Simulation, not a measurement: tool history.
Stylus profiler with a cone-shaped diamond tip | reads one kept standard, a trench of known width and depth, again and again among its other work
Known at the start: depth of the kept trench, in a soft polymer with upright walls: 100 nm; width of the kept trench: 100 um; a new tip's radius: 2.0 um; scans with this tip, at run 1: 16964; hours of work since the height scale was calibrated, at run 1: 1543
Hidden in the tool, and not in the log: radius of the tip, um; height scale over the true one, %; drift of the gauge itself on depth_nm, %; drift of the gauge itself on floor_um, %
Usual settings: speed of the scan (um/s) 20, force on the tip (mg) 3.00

run	day	speed of the scan (um/s)	force on the tip (mg)	scans with this tip	hours of work since the height scale was calibrated	depth of the trench (Å)	width of the trench's floor (µm)
1	0.000	20	3.00	16964	1543	1019.0	97.90
2	0.750	6	3.00	17085	1554	1021.1	98.01
3	1.296	20	3.00	17174	1562	1020.8	97.97
4	1.867	39	3.00	17266	1571	1021.2	97.91
5	2.642	39	3.00	17391	1582	1020.7	97.85
6	3.362	39	3.00	17508	1593	1021.2	97.84
7	3.796	20	6.44	17578	1599	1030.4	97.95
8	4.375	23	1.73	17672	1608	1017.1	97.86
9	4.754	23	1.73	17733	1613	1015.9	97.90
10	5.421	23	1.73	17841	1623	1015.5	97.88
11	6.025	23	1.84	17939	1632	1017.3	97.84
12	6.492	23	1.84	18015	1639	1017.7	97.86
13	7.229	23	1.84	18134	1650	1017.7	97.88
14	7.871	37	8.58	18238	1659	1037.5	97.88

Forecast each of these 3 alternatives for the next run:
A	8.558	10	7.13	18349	1669	?	?
B	8.558	14	1.68	18349	1669	?	?
C	8.558	20	1.85	18349	1669	?	?

run	depth of the trench (Å)	width of the trench's floor (µm)
A	1032.0	97.98
B	1017.4	97.91
C	1017.0	97.92
Without the tool's hidden state the same runs would have given:
run	depth of the trench (Å)	width of the trench's floor (µm)
A	1024.0	98.75
B	1009.6	98.68
C	1009.1	98.69
